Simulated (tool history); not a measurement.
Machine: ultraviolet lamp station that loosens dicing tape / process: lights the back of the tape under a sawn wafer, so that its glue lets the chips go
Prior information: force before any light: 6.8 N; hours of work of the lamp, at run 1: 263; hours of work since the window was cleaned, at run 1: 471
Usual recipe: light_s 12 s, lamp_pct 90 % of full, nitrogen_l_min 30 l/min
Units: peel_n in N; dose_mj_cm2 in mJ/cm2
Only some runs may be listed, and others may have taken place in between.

run   hour  light_s  lamp_pct  nitrogen_l_min  hours of work of the lamp  hours of work since the window was cleaned  peel_n  dose_mj_cm2
  1    0.0       12        90              30                        263                                         471   0.694          418
  2    6.0       12        90              30                        267                                         474   0.705          419
  3   16.0       12        90              30                        273                                         480   0.732          422
  4   24.4       12        90              30                        277                                         485   0.725          420
  5   30.4       12        90              12                        281                                         488   1.378          420
  6   44.3       12        90              12                        289                                         496   1.416          423
  7   57.1       12        90              30                        296                                         503   0.762          412
  8   65.6       12        90              30                        301                                         508   0.735          416
  9   71.8       12        90              30                        305                                         512   0.770          417
      77.6  -- window cleaned of glue's vapour
 10   83.9       12        90              28                        311                                           4   0.649          451
 11   96.5       15        90              30                        318                                          11   0.377          557
 12  107.4       12        90              30                        325                                          17   0.641          452
 13  118.3       12        90              30                        331                                          23   0.634          449
 14  128.6       12        90              30                        337                                          29   0.668          444
 15  141.5       12        72              30                        344                                          37   0.982          358
 16  155.4       12        72              38                        352                                          45   0.836          352
 17  167.4       12        72              38                        359                                          52   0.866          358
 18  179.9       12        90              30                        366                                          59   0.629          441
 19  190.7       12        94              30                        372                                          65   0.612          459
 20  202.1       12        72              30                        379                                          71   1.017          352
 21  214.0       12        72              30                        386                                          78   1.049          348
 22  223.4       12        72              30                        391                                          84   1.009          355
 23  229.9       12        90              15                        395                                          87   1.121          432
 24  244.1        8        85              39                        403                                          96   1.320          273
 25  255.2       14        69              49                        409                                         102   0.592          394
 26  268.7       19        91              23                        417                                         110   0.294          686
 27  275.2       20        79              40                        421                                         113   0.242          634
 28  282.1       12        93              30                        425                                         117   0.635          449
 29  294.3       23        90              28                        432                                         124   0.172          824
 30  301.5       24       100              21                        436                                         128   0.166          950
 31  307.6       11        90              19                        440                                         132   1.157          393
 32  319.1       11        90              19                        446                                         139   1.133          395
 33  333.1        7        96              12                        454                                         147   2.474          266
 34  341.7        7        96              12                        459                                         152   2.504          263
 35  355.5       12        90              60                        467                                         159   0.431          428
 36  367.9        8        93              10                        474                                         167   2.475          292
 37  375.5        8        93              10                        478                                         171   2.372          291
 38  382.7        7        69              18                        483                                         175   2.931          191
 39  388.8       21        99              25                        486                                         179   0.191          803
 40  401.0        7        90              30                        493                                         186   1.801          244
 41  410.7        7        97              30                        499                                         191   1.672          264
 42  422.1        9        97              29                        505                                         198   1.115          340
 43  430.2        9        97              29                        510                                         202   1.093          335
 44  439.2        9        97              29                        515                                         207   1.139          336

For each entry between runs, how does the tool's hidden state at the last listed run before it compare with that at the first listed run after it?
After run 9, before run 10: window cleaned of glue's vapour (hour 77.6)
  lamp's light, % of a new lamp's: 92.7 -> 92.6; light that the window lets through, % of a clean one's: 90.9 -> 98.9
  measured value less the no-hidden-state value, peel_n: +0.235 -> +0.112 N; dose_mj_cm2: -77 -> -41 mJ/cm2
